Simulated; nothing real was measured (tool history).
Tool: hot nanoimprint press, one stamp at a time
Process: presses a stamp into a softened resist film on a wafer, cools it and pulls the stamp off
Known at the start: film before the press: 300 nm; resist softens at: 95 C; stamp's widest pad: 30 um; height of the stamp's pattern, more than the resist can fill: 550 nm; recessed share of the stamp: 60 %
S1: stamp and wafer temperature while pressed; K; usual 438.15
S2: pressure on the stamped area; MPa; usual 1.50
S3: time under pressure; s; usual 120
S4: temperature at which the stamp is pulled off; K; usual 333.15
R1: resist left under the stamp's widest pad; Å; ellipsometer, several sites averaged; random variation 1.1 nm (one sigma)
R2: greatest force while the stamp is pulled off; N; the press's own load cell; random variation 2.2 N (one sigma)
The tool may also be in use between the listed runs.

{"run": 1, "day": 0.0, "S1": 438.15, "S2": 1.5, "S3": 120, "S4": 333.15, "R1": 1710, "R2": 111}
{"run": 2, "day": 0.442, "S1": 438.15, "S2": 1.5, "S3": 120, "S4": 323.15, "R1": 1735, "R2": 149}
{"run": 3, "day": 0.854, "S1": 438.15, "S2": 1.5, "S3": 120, "S4": 323.15, "R1": 1730, "R2": 146}
{"run": 4, "day": 1.367, "S1": 438.15, "S2": 1.5, "S3": 120, "S4": 323.15, "R1": 1758, "R2": 151}
{"run": 5, "day": 2.029, "S1": 438.15, "S2": 1.5, "S3": 69, "S4": 333.15, "R1": 2019, "R2": 125}
{"run": 6, "day": 2.333, "S1": 438.15, "S2": 1.5, "S3": 69, "S4": 333.15, "R1": 2025, "R2": 126}
{"run": 7, "day": 2.883, "S1": 438.15, "S2": 1.34, "S3": 120, "S4": 333.15, "R1": 1839, "R2": 122}
{"run": 8, "day": 3.246, "S1": 438.15, "S2": 1.21, "S3": 120, "S4": 333.15, "R1": 1923, "R2": 127}
{"run": 9, "day": 3.742, "S1": 438.15, "S2": 1.5, "S3": 120, "S4": 333.15, "R1": 1726, "R2": 129}
{"run": 10, "day": 4.296, "S1": 438.15, "S2": 1.5, "S3": 120, "S4": 333.15, "R1": 1724, "R2": 131}
{"run": 11, "day": 4.921, "S1": 438.15, "S2": 1.5, "S3": 120, "S4": 333.15, "R1": 1748, "R2": 137}
{"run": 12, "day": 5.579, "S1": 438.15, "S2": 1.5, "S3": 120, "S4": 333.15, "R1": 1769, "R2": 131}
{"run": 13, "day": 6.275, "S1": 438.15, "S2": 1.5, "S3": 120, "S4": 333.15, "R1": 1740, "R2": 139}
{"run": 14, "day": 6.779, "S1": 438.15, "S2": 1.5, "S3": 120, "S4": 333.15, "R1": 1751, "R2": 135}
{"run": 15, "day": 7.112, "S1": 438.15, "S2": 1.5, "S3": 120, "S4": 333.15, "R1": 1749, "R2": 131}
{"run": 16, "day": 7.562, "S1": 450.15, "S2": 1.5, "S3": 122, "S4": 333.15, "R1": 1321, "R2": 135}
{"run": 17, "day": 8.104, "S1": 450.15, "S2": 1.5, "S3": 122, "S4": 333.15, "R1": 1291, "R2": 133}
{"run": 18, "day": 8.7, "S1": 450.15, "S2": 1.5, "S3": 122, "S4": 333.15, "R1": 1318, "R2": 141}
{"run": 19, "day": 9.375, "S1": 450.15, "S2": 1.5, "S3": 122, "S4": 333.15, "R1": 1329, "R2": 143}
{"run": 20, "day": 10.046, "S1": 438.15, "S2": 2.16, "S3": 120, "S4": 334.15, "R1": 1491, "R2": 140}
{"run": 21, "day": 10.425, "S1": 444.15, "S2": 2.01, "S3": 116, "S4": 335.15, "R1": 1345, "R2": 135}
{"run": 22, "day": 10.908, "S1": 444.15, "S2": 2.01, "S3": 116, "S4": 335.15, "R1": 1326, "R2": 139}
{"run": 23, "day": 11.317, "S1": 444.15, "S2": 2.01, "S3": 116, "S4": 335.15, "R1": 1317, "R2": 141}
{"run": 24, "day": 11.925, "S1": 439.15, "S2": 0.92, "S3": 76, "S4": 326.15, "R1": 2312, "R2": 172}
{"run": 25, "day": 12.346, "S1": 440.15, "S2": 1.63, "S3": 138, "S4": 324.15, "R1": 1567, "R2": 186}
{"run": 26, "day": 12.717, "S1": 443.15, "S2": 1.59, "S3": 154, "S4": 320.15, "R1": 1407, "R2": 208}
{"run": 27, "day": 13.429, "S1": 447.15, "S2": 1.5, "S3": 120, "S4": 333.15, "R1": 1426, "R2": 150}
{"day": 13.862, "done": "stamp cleaned and given a new release coat"}
{"run": 28, "day": 14.325, "S1": 443.15, "S2": 1.63, "S3": 225, "S4": 320.15, "R1": 1210, "R2": 128}
{"run": 29, "day": 14.917, "S1": 443.15, "S2": 1.63, "S3": 225, "S4": 320.15, "R1": 1214, "R2": 135}

5 ways to go on from here, each from the tool as it stands after run 29. What would each give?
{"run": "A", "day": 15.292, "S1": 438.15, "S2": 1.5, "S3": 120, "S4": 329.15, "R1": "?", "R2": "?"}
{"run": "B", "day": 15.292, "S1": 434.15, "S2": 1.48, "S3": 225, "S4": 336.15, "R1": "?", "R2": "?"}
{"run": "C", "day": 15.292, "S1": 443.15, "S2": 2.12, "S3": 225, "S4": 320.15, "R1": "?", "R2": "?"}
{"run": "D", "day": 15.292, "S1": 442.15, "S2": 1.63, "S3": 61, "S4": 320.15, "R1": "?", "R2": "?"}
{"run": "E", "day": 15.292, "S1": 431.15, "S2": 2.08, "S3": 225, "S4": 335.15, "R1": "?", "R2": "?"}

run=A R1=1754 R2=113
run=B R1=1612 R2=92
run=C R1=1062 R2=136
run=D R1=1897 R2=134
run=E R1=1508 R2=98
Without the tool's hidden state the same runs would have given:
run=A R1=1686 R2=108
run=B R1=1545 R2=88
run=C R1=998 R2=130
run=D R1=1825 R2=128
run=E R1=1424 R2=93
